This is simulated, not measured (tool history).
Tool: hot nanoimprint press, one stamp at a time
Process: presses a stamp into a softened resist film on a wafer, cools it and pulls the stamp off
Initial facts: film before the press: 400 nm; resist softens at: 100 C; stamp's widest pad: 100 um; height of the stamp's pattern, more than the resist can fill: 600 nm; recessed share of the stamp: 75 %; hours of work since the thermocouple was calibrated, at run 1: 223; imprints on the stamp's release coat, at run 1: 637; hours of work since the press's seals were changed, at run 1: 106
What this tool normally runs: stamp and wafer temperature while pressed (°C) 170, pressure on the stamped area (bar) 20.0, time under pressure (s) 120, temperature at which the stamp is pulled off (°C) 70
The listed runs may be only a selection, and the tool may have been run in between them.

run	hour	stamp and wafer temperature while pressed (°C)	pressure on the stamped area (bar)	time under pressure (s)	temperature at which the stamp is pulled off (°C)	hours of work since the thermocouple was calibrated	imprints on the stamp's release coat	hours of work since the press's seals were changed	resist left under the stamp's widest pad (angstrom)	greatest force while the stamp is pulled off (N)
1	0.0	170	20.0	120	70	223	637	106	2042	267
# hour 19.2: stamp cleaned and given a new release coat
2	29.8	170	20.0	120	70	238	42	121	2059	218
3	45.4	170	13.5	120	70	248	102	131	2433	232
4	67.8	170	13.5	120	70	263	189	145	2449	238
5	85.9	170	20.0	120	70	274	259	157	2045	245
6	101.0	170	20.0	120	70	284	318	167	2060	243
# hour 125.4: plate thermocouple calibrated
7	134.2	170	20.0	120	70	6	435	186	2110	256
8	166.6	170	20.0	120	70	27	561	207	2101	262
9	197.1	170	20.0	120	70	46	679	227	2107	281
# hour 204.6: stamp cleaned and given a new release coat
10	229.8	170	20.0	120	73	63	98	244	2101	219
11	252.4	170	20.0	120	70	78	185	258	2122	231
12	276.6	170	20.0	120	70	93	279	274	2126	243
# hour 290.0: plate thermocouple calibrated, once more
13	305.3	170	20.0	120	70	10	379	291	1990	250
14	338.3	170	21.4	78	72	31	507	312	2265	252
15	366.0	179	21.4	70	66	49	615	330	1569	284
# hour 390.2: stamp cleaned and given a new release coat
16	396.7	170	19.8	120	70	65	26	346	2039	225
17	419.5	180	25.1	85	71	79	114	360	1275	232
18	447.5	180	25.1	85	71	98	223	378	1288	238
19	480.0	159	25.1	85	74	118	349	399	3157	222
20	514.4	170	24.5	120	57	141	482	421	1865	312
21	541.4	170	24.5	120	57	158	587	439	1878	344
# hour 573.0: stamp cleaned and given a new release coat
22	576.5	170	24.5	120	57	177	13	457	1904	276
23	603.6	170	24.5	120	57	194	118	475	1882	273
24	617.7	170	17.9	120	57	203	173	484	2173	295
25	640.9	170	24.0	191	66	218	263	499	1615	262

4 options for the next run, each taken on its own from the tool as it stands now. Forecast them:
A	660.5	170	25.7	69	71	231	339	511	?	?
B	660.5	170	23.6	191	60	231	339	511	?	?
C	660.5	170	24.0	66	66	231	339	511	?	?
D	660.5	181	26.7	120	58	231	339	511	?	?

run	resist left under the stamp's widest pad (angstrom)	greatest force while the stamp is pulled off (N)
A	2203	238
B	1655	295
C	2318	265
D	1049	311
What these runs would have given with no unlogged condition in the tool:
run	resist left under the stamp's widest pad (angstrom)	greatest force while the stamp is pulled off (N)
A	2088	207
B	1561	258
C	2206	231
D	985	271

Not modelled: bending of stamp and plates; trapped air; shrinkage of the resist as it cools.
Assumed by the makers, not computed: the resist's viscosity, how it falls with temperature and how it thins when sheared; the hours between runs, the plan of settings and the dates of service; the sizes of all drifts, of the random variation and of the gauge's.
